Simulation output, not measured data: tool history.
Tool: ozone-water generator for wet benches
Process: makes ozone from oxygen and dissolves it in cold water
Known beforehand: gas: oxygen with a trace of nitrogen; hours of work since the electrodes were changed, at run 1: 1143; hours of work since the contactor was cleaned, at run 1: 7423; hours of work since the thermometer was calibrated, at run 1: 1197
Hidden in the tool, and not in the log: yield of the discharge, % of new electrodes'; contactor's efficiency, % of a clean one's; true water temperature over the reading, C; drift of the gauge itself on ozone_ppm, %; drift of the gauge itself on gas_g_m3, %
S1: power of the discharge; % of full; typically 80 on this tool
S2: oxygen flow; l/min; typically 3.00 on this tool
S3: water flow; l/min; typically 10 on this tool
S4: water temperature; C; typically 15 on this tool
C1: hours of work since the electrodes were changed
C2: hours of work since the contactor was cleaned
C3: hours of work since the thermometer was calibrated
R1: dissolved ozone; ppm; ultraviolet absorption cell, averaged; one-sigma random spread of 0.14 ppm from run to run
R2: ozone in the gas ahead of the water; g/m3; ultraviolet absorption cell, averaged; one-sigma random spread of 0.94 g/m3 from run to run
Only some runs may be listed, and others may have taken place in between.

run	hour	S1	S2	S3	S4	C1	C2	C3	R1	R2
1	0.0	80	3.00	10	15	1143	7423	1197	15.9	158.5
2	18.0	80	3.00	10	15	1160	7440	1214	15.7	159.1
3	60.4	80	3.00	13	15	1201	7481	1255	12.2	160.2
4	101.9	80	2.82	10	15	1240	7520	1294	15.6	162.1
5	140.0	80	2.82	10	15	1277	7557	1331	15.4	163.1
6	181.3	80	2.82	10	15	1316	7596	1370	15.2	161.9
7	203.5	80	3.00	10	15	1337	7617	1391	15.8	159.0
8	234.2	80	3.00	15	20	1367	7647	1421	10.0	158.5
9	254.5	80	3.00	15	20	1386	7666	1440	9.8	157.7
10	294.8	51	3.00	6	20	1424	7704	1479	14.1	104.7
11	319.3	41	5.36	6	13	1448	7728	1502	13.4	70.8
12	344.7	76	2.61	10	15	1472	7752	1526	14.3	158.4
13	382.0	76	2.78	10	7	1508	7788	1562	16.3	155.5

Alternative continuations, all from the tool just after run 13; predict every row:
A	405.1	66	4.74	10	15	1530	7810	1584	?	?
B	405.1	80	2.91	10	20	1530	7810	1584	?	?
C	405.1	76	2.78	6	7	1530	7810	1584	?	?

run	R1	R2
A	13.8	113.3
B	14.4	160.6
C	25.2	153.8
Without the tool's unlogged condition, the same runs would have read:
run	R1	R2
A	13.8	114.6
B	14.4	162.4
C	25.2	155.5
